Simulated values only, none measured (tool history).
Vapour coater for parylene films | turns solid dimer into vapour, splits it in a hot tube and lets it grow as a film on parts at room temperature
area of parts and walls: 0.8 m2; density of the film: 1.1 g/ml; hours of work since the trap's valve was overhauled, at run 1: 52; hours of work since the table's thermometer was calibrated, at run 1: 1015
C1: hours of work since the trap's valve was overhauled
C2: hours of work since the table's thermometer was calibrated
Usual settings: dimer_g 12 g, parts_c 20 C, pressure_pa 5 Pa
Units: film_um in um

run 1 hour=0 | dimer_g=12 parts_c=20 pressure_pa=5 | C1=52 C2=1015 | film_um=6.85
run 2 hour=26.2 | dimer_g=12 parts_c=20 pressure_pa=5 | C1=74 C2=1037 | film_um=6.66
run 3 hour=52.5 | dimer_g=12 parts_c=20 pressure_pa=5 | C1=97 C2=1060 | film_um=6.56
run 4 hour=85.5 | dimer_g=12 parts_c=20 pressure_pa=5 | C1=125 C2=1088 | film_um=6.48
run 5 hour=107 | dimer_g=12 parts_c=20 pressure_pa=5 | C1=144 C2=1107 | film_um=6.35
run 6 hour=123.3 | dimer_g=12 parts_c=20 pressure_pa=5 | C1=158 C2=1121 | film_um=6.38
run 7 hour=152.3 | dimer_g=12 parts_c=20 pressure_pa=5 | C1=183 C2=1146 | film_um=6.06
run 8 hour=173 | dimer_g=12 parts_c=20 pressure_pa=5 | C1=201 C2=1164 | film_um=6.06
-- hour=187 trap's valve overhauled
run 9 hour=201.7 | dimer_g=12 parts_c=20 pressure_pa=5 | C1=13 C2=1185 | film_um=5.43
run 10 hour=225.4 | dimer_g=12 parts_c=20 pressure_pa=5.95 | C1=33 C2=1206 | film_um=5.1
run 11 hour=260.6 | dimer_g=12 parts_c=20 pressure_pa=2.1 | C1=63 C2=1236 | film_um=5.87
run 12 hour=295.7 | dimer_g=12 parts_c=20 pressure_pa=2.1 | C1=94 C2=1266 | film_um=5.83
run 13 hour=330.3 | dimer_g=12 parts_c=20 pressure_pa=2.1 | C1=123 C2=1296 | film_um=5.66
run 14 hour=366.9 | dimer_g=12 parts_c=20 pressure_pa=2.1 | C1=155 C2=1327 | film_um=5.45
run 15 hour=388.8 | dimer_g=11 parts_c=20 pressure_pa=2.1 | C1=174 C2=1346 | film_um=4.86
run 16 hour=407.8 | dimer_g=11 parts_c=20 pressure_pa=2.1 | C1=190 C2=1363 | film_um=4.83
-- hour=420.9 trap's valve overhauled, once more
run 17 hour=428.1 | dimer_g=11 parts_c=20 pressure_pa=2.1 | C1=6 C2=1377 | film_um=7.06
run 18 hour=467.3 | dimer_g=12 parts_c=20 pressure_pa=5 | C1=40 C2=1410 | film_um=6.59
run 19 hour=502.5 | dimer_g=12 parts_c=20 pressure_pa=5 | C1=70 C2=1441 | film_um=6.5
run 20 hour=535.1 | dimer_g=12 parts_c=20 pressure_pa=5 | C1=98 C2=1469 | film_um=6.28
run 21 hour=569.1 | dimer_g=12 parts_c=20 pressure_pa=5 | C1=128 C2=1498 | film_um=6.29
run 22 hour=597.4 | dimer_g=12 parts_c=20 pressure_pa=2.09 | C1=152 C2=1523 | film_um=7.04
run 23 hour=617.5 | dimer_g=12 parts_c=26 pressure_pa=2.09 | C1=169 C2=1540 | film_um=5.36
-- hour=635.5 table's thermometer calibrated
run 24 hour=644.1 | dimer_g=12 parts_c=26 pressure_pa=2.09 | C1=191 C2=7 | film_um=5.66
-- hour=669.6 trap's valve overhauled
run 25 hour=687.3 | dimer_g=12 parts_c=26 pressure_pa=2.09 | C1=15 C2=41 | film_um=6.43
run 26 hour=708.2 | dimer_g=12 parts_c=26 pressure_pa=2.09 | C1=33 C2=59 | film_um=6.3
run 27 hour=744.4 | dimer_g=12 parts_c=17 pressure_pa=5.63 | C1=64 C2=90 | film_um=7.74
run 28 hour=777.8 | dimer_g=5 parts_c=20 pressure_pa=7.36 | C1=93 C2=119 | film_um=2.67
run 29 hour=814.2 | dimer_g=6 parts_c=20 pressure_pa=2.58 | C1=125 C2=151 | film_um=3.71
run 30 hour=837 | dimer_g=6 parts_c=20 pressure_pa=2.58 | C1=144 C2=170 | film_um=3.66
run 31 hour=873.1 | dimer_g=6 parts_c=20 pressure_pa=2.58 | C1=175 C2=201 | film_um=3.55
run 32 hour=909.1 | dimer_g=6 parts_c=31 pressure_pa=5.85 | C1=206 C2=232 | film_um=1.92
-- hour=917.7 trap's valve overhauled
run 33 hour=931.3 | dimer_g=12 parts_c=14 pressure_pa=5 | C1=12 C2=248 | film_um=9.35
run 34 hour=962 | dimer_g=12 parts_c=14 pressure_pa=5 | C1=38 C2=274 | film_um=8.91
run 35 hour=987.3 | dimer_g=12 parts_c=14 pressure_pa=5 | C1=60 C2=296 | film_um=9
run 36 hour=1014.4 | dimer_g=12 parts_c=14 pressure_pa=3.01 | C1=83 C2=320 | film_um=9.54
run 37 hour=1032.9 | dimer_g=8 parts_c=28 pressure_pa=5 | C1=99 C2=335 | film_um=3.26
run 38 hour=1051.4 | dimer_g=16 parts_c=24 pressure_pa=4.54 | C1=115 C2=351 | film_um=7.61
run 39 hour=1083.2 | dimer_g=16 parts_c=30 pressure_pa=3.34 | C1=143 C2=379 | film_um=6.06
run 40 hour=1120.8 | dimer_g=16 parts_c=30 pressure_pa=3.34 | C1=175 C2=411 | film_um=5.96
run 41 hour=1153.4 | dimer_g=12 parts_c=26 pressure_pa=9.74 | C1=203 C2=439 | film_um=4.32
-- hour=1164.9 trap's valve overhauled
run 42 hour=1194 | dimer_g=21 parts_c=20 pressure_pa=5 | C1=25 C2=471 | film_um=11.96
run 43 hour=1217.8 | dimer_g=21 parts_c=20 pressure_pa=5 | C1=46 C2=491 | film_um=12.08
run 44 hour=1249.3 | dimer_g=21 parts_c=14 pressure_pa=6.05 | C1=73 C2=518 | film_um=14.83
run 45 hour=1288.8 | dimer_g=19 parts_c=22 pressure_pa=11.93 | C1=107 C2=552 | film_um=8.55
run 46 hour=1309.2 | dimer_g=20 parts_c=13 pressure_pa=9.34 | C1=124 C2=570 | film_um=13.25
run 47 hour=1347.8 | dimer_g=13 parts_c=25 pressure_pa=5 | C1=158 C2=603 | film_um=5.68

4 ways to go on from here, each from the tool as it stands after run 47. What would each give?
run A hour=1364.4 | dimer_g=14 parts_c=23 pressure_pa=6.51 | C1=172 C2=618 | film_um=?
run B hour=1364.4 | dimer_g=9 parts_c=20 pressure_pa=7.88 | C1=172 C2=618 | film_um=?
run C hour=1364.4 | dimer_g=13 parts_c=25 pressure_pa=10.77 | C1=172 C2=618 | film_um=?
run D hour=1364.4 | dimer_g=7 parts_c=20 pressure_pa=10.66 | C1=172 C2=618 | film_um=?

run=A film_um=6.13
run=B film_um=4.47
run=C film_um=4.86
run=D film_um=3.25
Without the tool's hidden state the same runs would have given:
run=A film_um=7.08
run=B film_um=5.16
run=C film_um=5.62
run=D film_um=3.75

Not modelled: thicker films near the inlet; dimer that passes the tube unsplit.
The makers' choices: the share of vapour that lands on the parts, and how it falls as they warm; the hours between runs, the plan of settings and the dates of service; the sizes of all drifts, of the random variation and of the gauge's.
